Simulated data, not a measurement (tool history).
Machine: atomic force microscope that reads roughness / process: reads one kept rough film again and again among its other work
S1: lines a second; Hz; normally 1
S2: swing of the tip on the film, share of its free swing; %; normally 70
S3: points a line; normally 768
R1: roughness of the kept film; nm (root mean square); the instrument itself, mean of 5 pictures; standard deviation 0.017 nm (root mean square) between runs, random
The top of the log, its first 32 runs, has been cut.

| run | hour | S1 | S2 | S3 | R1 |
|---|---|---|---|---|---|
| 33 | 240.6 | 2.62 | 80 | 990 | 2.77 |
| 34 | 245.1 | 1 | 83 | 353 | 3.006 |
| 35 | 250.8 | 1 | 68 | 768 | 3.105 |
| 36 | 257.7 | 1.18 | 77 | 768 | 2.998 |
| 37 | 267.8 | 3.72 | 84 | 768 | 2.366 |
| 38 | 272.2 | 0.82 | 70 | 855 | 3.053 |
| 39 | 279.4 | 1.99 | 63 | 719 | 2.951 |
| 40 | 287 | 1.99 | 63 | 719 | 2.919 |
| 41 | 296.5 | 0.97 | 70 | 602 | 2.916 |
| 42 | 306.2 | 0.83 | 70 | 768 | 2.905 |
| 43 | 311.7 | 0.74 | 65 | 768 | 2.927 |
|  | 315.3 | new tip fitted |
| 44 | 318.4 | 2.39 | 70 | 624 | 3.721 |
| 45 | 325.9 | 1 | 70 | 605 | 3.872 |
| 46 | 334.7 | 1.71 | 70 | 323 | 3.728 |
| 47 | 340.1 | 3.59 | 71 | 272 | 3.35 |
| 48 | 346.4 | 3.59 | 71 | 272 | 3.355 |

5 options for the next run, each taken on its own from the tool as it stands now. Forecast them:
| A | 354.3 | 2.02 | 86 | 420 | ? |
| B | 354.3 | 2.33 | 70 | 770 | ? |
| C | 354.3 | 1 | 83 | 768 | ? |
| D | 354.3 | 1.5 | 83 | 272 | ? |
| E | 354.3 | 3.59 | 56 | 272 | ? |

| run | R1 |
|---|---|
| A | 3.241 |
| B | 3.523 |
| C | 3.545 |
| D | 3.404 |
| E | 3.644 |
Had the tool no hidden state, the same runs would have come out as:
| run | R1 |
|---|---|
| A | 3.495 |
| B | 3.799 |
| C | 3.824 |
| D | 3.671 |
| E | 3.93 |

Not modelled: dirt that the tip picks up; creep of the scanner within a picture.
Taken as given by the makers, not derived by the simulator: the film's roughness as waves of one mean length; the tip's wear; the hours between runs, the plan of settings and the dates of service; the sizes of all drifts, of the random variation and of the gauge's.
